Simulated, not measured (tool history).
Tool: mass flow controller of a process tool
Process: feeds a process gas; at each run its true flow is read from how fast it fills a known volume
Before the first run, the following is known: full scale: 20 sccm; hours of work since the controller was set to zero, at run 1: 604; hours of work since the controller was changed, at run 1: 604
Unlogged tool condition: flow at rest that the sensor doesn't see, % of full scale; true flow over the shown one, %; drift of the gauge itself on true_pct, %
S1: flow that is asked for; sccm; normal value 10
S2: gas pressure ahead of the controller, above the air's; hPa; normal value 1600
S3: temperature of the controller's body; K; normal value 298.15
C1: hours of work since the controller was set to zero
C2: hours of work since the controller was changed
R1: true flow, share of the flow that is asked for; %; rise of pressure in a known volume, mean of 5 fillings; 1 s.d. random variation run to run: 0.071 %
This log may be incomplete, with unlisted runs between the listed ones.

Run 1, day 0: usual settings; C1 604; C2 604. Result: R1 99.86 %.
Run 2, day 14.417: usual settings; C1 723; C2 723. Result: R1 99.7 %.
Run 3, day 25.621: usual settings; C1 815; C2 815. Result: R1 99.58 %.
Run 4, day 33.488: usual settings but S3 300.15 K; C1 880; C2 880. Result: R1 99.39 %.
Run 5, day 45.225: usual settings; C1 976; C2 976. Result: R1 99.36 %.
Run 6, day 52.217: usual settings; C1 1034; C2 1034. Result: R1 99.34 %.
Run 7, day 62.221: usual settings; C1 1116; C2 1116. Result: R1 99.24 %.
Run 8, day 71.921: usual settings; C1 1196; C2 1196. Result: R1 99.06 %.
Run 9, day 81.392: usual settings; C1 1274; C2 1274. Result: R1 98.92 %.
Run 10, day 91.417: usual settings; C1 1356; C2 1356. Result: R1 98.78 %.
Run 11, day 101.462: usual settings but S1 4 sccm, S3 293.15 K; C1 1439; C2 1439. Result: R1 98.58 %.
Run 12, day 107.967: usual settings but S1 4 sccm, S2 1720 hPa, S3 299.15 K; C1 1492; C2 1492. Result: R1 98.24 %.
Run 13, day 120.071: usual settings but S1 4 sccm, S2 1720 hPa, S3 299.15 K; C1 1592; C2 1592. Result: R1 98.13 %.
Run 14, day 131.117: usual settings but S1 17 sccm, S2 2560 hPa, S3 308.15 K; C1 1682; C2 1682. Result: R1 97.79 %.
Run 15, day 140.229: usual settings but S1 20 sccm, S3 306.15 K; C1 1757; C2 1757. Result: R1 98.19 %.
At day 148.475: gauge calibrated.
Run 16, day 148.492: usual settings but S1 9 sccm, S2 1810 hPa, S3 296.15 K; C1 1825; C2 1825. Result: R1 99.67 %.

Run 17 has not been measured yet. What should we expect?
Run 17, day 160.85: usual settings but S1 9 sccm, S2 1620 hPa, S3 299.15 K; C1 1927; C2 1927. Result: R1 ?.

R1: 99.77 %
Minus the tool's unlogged condition, the same run would have read R1 99.92 %.

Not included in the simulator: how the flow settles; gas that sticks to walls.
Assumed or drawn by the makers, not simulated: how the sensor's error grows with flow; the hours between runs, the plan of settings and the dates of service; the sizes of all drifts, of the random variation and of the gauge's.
